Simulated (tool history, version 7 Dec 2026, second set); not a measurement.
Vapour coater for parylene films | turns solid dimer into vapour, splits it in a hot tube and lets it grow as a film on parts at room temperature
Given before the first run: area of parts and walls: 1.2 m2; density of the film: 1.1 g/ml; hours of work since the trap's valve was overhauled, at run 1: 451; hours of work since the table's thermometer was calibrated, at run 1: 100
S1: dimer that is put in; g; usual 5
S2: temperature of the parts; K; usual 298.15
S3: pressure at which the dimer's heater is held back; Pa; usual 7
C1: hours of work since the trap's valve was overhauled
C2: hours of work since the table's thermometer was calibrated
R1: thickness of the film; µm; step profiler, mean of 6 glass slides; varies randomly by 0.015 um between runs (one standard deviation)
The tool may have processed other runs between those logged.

run 1 hour=0 | S1=5 S2=298.15 S3=7 | C1=451 C2=100 | R1=2.3
run 2 hour=13.8 | S1=3 S2=298.15 S3=7 | C1=458 C2=107 | R1=1.37
run 3 hour=25 | S1=2 S2=298.15 S3=7 | C1=464 C2=113 | R1=0.91
run 4 hour=43.9 | S1=5 S2=296.15 S3=7 | C1=474 C2=123 | R1=2.44
run 5 hour=55.9 | S1=7 S2=298.15 S3=7 | C1=481 C2=130 | R1=3.24
run 6 hour=73 | S1=7 S2=298.15 S3=7 | C1=490 C2=139 | R1=3.22
run 7 hour=85.9 | S1=5 S2=298.15 S3=10.48 | C1=497 C2=146 | R1=2.22
run 8 hour=94.8 | S1=5 S2=298.15 S3=10.48 | C1=502 C2=151 | R1=2.24
run 9 hour=104.3 | S1=5 S2=298.15 S3=10.48 | C1=507 C2=156 | R1=2.24
run 10 hour=123.7 | S1=5 S2=298.15 S3=10.48 | C1=518 C2=167 | R1=2.22
run 11 hour=143 | S1=5 S2=298.15 S3=10.48 | C1=528 C2=177 | R1=2.22
run 12 hour=156.1 | S1=5 S2=298.15 S3=8.38 | C1=535 C2=184 | R1=2.26
run 13 hour=166.3 | S1=5 S2=298.15 S3=8.38 | C1=541 C2=190 | R1=2.27
run 14 hour=184.6 | S1=5 S2=298.15 S3=8.38 | C1=550 C2=199 | R1=2.24
run 15 hour=197.2 | S1=5 S2=298.15 S3=8.38 | C1=557 C2=206 | R1=2.28
run 16 hour=208.5 | S1=5 S2=298.15 S3=8.38 | C1=563 C2=212 | R1=2.26
run 17 hour=217.2 | S1=6 S2=291.15 S3=2.23 | C1=568 C2=217 | R1=3.69
run 18 hour=232.4 | S1=6 S2=291.15 S3=2.23 | C1=576 C2=225 | R1=3.69
run 19 hour=248.8 | S1=2 S2=298.15 S3=3.78 | C1=585 C2=234 | R1=0.97
run 20 hour=262.5 | S1=5 S2=304.15 S3=3.36 | C1=592 C2=241 | R1=2.03
run 21 hour=276.4 | S1=5 S2=304.15 S3=3.36 | C1=600 C2=249 | R1=2.04
run 22 hour=291.3 | S1=4 S2=309.15 S3=2.19 | C1=608 C2=257 | R1=1.47
-- hour=297.6 trap's valve overhauled
run 23 hour=312.6 | S1=4 S2=298.15 S3=7 | C1=8 C2=266 | R1=1.92
run 24 hour=329.9 | S1=5 S2=298.15 S3=11.23 | C1=17 C2=276 | R1=2.3
run 25 hour=347.4 | S1=5 S2=298.15 S3=11.23 | C1=27 C2=285 | R1=2.31
run 26 hour=362.7 | S1=5 S2=294.15 S3=7 | C1=35 C2=293 | R1=2.66
run 27 hour=381 | S1=5 S2=295.15 S3=5.02 | C1=45 C2=303 | R1=2.66
run 28 hour=400.5 | S1=5 S2=307.15 S3=3.92 | C1=56 C2=314 | R1=1.95
run 29 hour=418.2 | S1=5 S2=300.15 S3=7 | C1=65 C2=323 | R1=2.27
run 30 hour=435.3 | S1=5 S2=298.15 S3=7.82 | C1=74 C2=333 | R1=2.35
run 31 hour=452.6 | S1=2 S2=297.15 S3=7.04 | C1=84 C2=342 | R1=0.96

4 ways to go on from here, each from the tool as it stands after run 31. What would each give?
run A hour=463.3 | S1=5 S2=298.15 S3=2.85 | C1=89 C2=348 | R1=?
run B hour=463.3 | S1=8 S2=308.15 S3=9.46 | C1=89 C2=348 | R1=?
run C hour=463.3 | S1=2 S2=297.15 S3=7.04 | C1=89 C2=348 | R1=?
run D hour=463.3 | S1=2 S2=296.15 S3=7.74 | C1=89 C2=348 | R1=?

run=A R1=2.56
run=B R1=2.79
run=C R1=0.99
run=D R1=1.01
With the hidden condition removed and each run's random variation left untouched, the same runs would have given:
run=A R1=2.58
run=B R1=2.81
run=C R1=1
run=D R1=1.01
